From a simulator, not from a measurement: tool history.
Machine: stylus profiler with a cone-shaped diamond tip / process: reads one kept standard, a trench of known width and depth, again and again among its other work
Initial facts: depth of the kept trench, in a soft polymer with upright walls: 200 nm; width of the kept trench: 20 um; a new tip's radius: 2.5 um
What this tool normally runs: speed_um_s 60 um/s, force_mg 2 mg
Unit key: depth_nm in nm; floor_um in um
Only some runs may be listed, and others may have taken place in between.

run 1 hour=0 | speed_um_s=60 force_mg=2 | depth_nm=202.17 floor_um=16.51
run 2 hour=22.5 | speed_um_s=60 force_mg=2 | depth_nm=202.21 floor_um=16.49
run 3 hour=48.2 | speed_um_s=60 force_mg=2 | depth_nm=202.29 floor_um=16.47
run 4 hour=64.6 | speed_um_s=60 force_mg=2 | depth_nm=202.21 floor_um=16.44
run 5 hour=88.2 | speed_um_s=60 force_mg=2 | depth_nm=202.25 floor_um=16.46
-- hour=101.6 new tip fitted, height scale calibrated
run 6 hour=103.6 | speed_um_s=228 force_mg=2 | depth_nm=201.76 floor_um=16.7
run 7 hour=114.7 | speed_um_s=228 force_mg=2 | depth_nm=201.74 floor_um=16.7
run 8 hour=128.5 | speed_um_s=228 force_mg=2 | depth_nm=201.78 floor_um=16.69
run 9 hour=145.4 | speed_um_s=228 force_mg=2 | depth_nm=201.77 floor_um=16.66
run 10 hour=156.5 | speed_um_s=228 force_mg=2 | depth_nm=201.56 floor_um=16.61
run 11 hour=170.2 | speed_um_s=228 force_mg=2 | depth_nm=201.76 floor_um=16.59
run 12 hour=185.1 | speed_um_s=182 force_mg=1.27 | depth_nm=201.31 floor_um=16.58
run 13 hour=209.4 | speed_um_s=182 force_mg=1.27 | depth_nm=201.3 floor_um=16.6
run 14 hour=230.6 | speed_um_s=43 force_mg=2.42 | depth_nm=202.06 floor_um=17.73
run 15 hour=247.1 | speed_um_s=43 force_mg=2.42 | depth_nm=202.05 floor_um=17.7
run 16 hour=269.1 | speed_um_s=165 force_mg=2.25 | depth_nm=201.82 floor_um=16.95
run 17 hour=279.9 | speed_um_s=21 force_mg=1.11 | depth_nm=201.27 floor_um=17.67
run 18 hour=305.6 | speed_um_s=57 force_mg=0.92 | depth_nm=201.11 floor_um=17.38
run 19 hour=319.9 | speed_um_s=60 force_mg=0.76 | depth_nm=201.08 floor_um=17.33
run 20 hour=338.5 | speed_um_s=60 force_mg=0.76 | depth_nm=201.03 floor_um=17.29
run 21 hour=364.4 | speed_um_s=60 force_mg=0.76 | depth_nm=201.15 floor_um=17.3
run 22 hour=383.3 | speed_um_s=66 force_mg=1.09 | depth_nm=201.33 floor_um=17.34

Had the tool no unlogged condition, and each run kept its random variation, what would the results have been?
The tool's hidden condition here consists of: radius of the tip, um; height scale over the true one, %; drift of the gauge itself on depth_nm, %; drift of the gauge itself on floor_um, %.
run=1 depth_nm=201.69 floor_um=17.69
run=2 depth_nm=201.72 floor_um=17.68
run=3 depth_nm=201.79 floor_um=17.67
run=4 depth_nm=201.71 floor_um=17.66
run=5 depth_nm=201.74 floor_um=17.69
run=6 depth_nm=201.68 floor_um=16.67
run=7 depth_nm=201.65 floor_um=16.68
run=8 depth_nm=201.69 floor_um=16.68
run=9 depth_nm=201.67 floor_um=16.67
run=10 depth_nm=201.46 floor_um=16.62
run=11 depth_nm=201.66 floor_um=16.62
run=12 depth_nm=201.21 floor_um=16.62
run=13 depth_nm=201.19 floor_um=16.66
run=14 depth_nm=201.94 floor_um=17.81
run=15 depth_nm=201.93 floor_um=17.79
run=16 depth_nm=201.69 floor_um=17.06
run=17 depth_nm=201.14 floor_um=17.79
run=18 depth_nm=200.97 floor_um=17.52
run=19 depth_nm=200.94 floor_um=17.48
run=20 depth_nm=200.89 floor_um=17.46
run=21 depth_nm=201 floor_um=17.49
run=22 depth_nm=201.17 floor_um=17.54
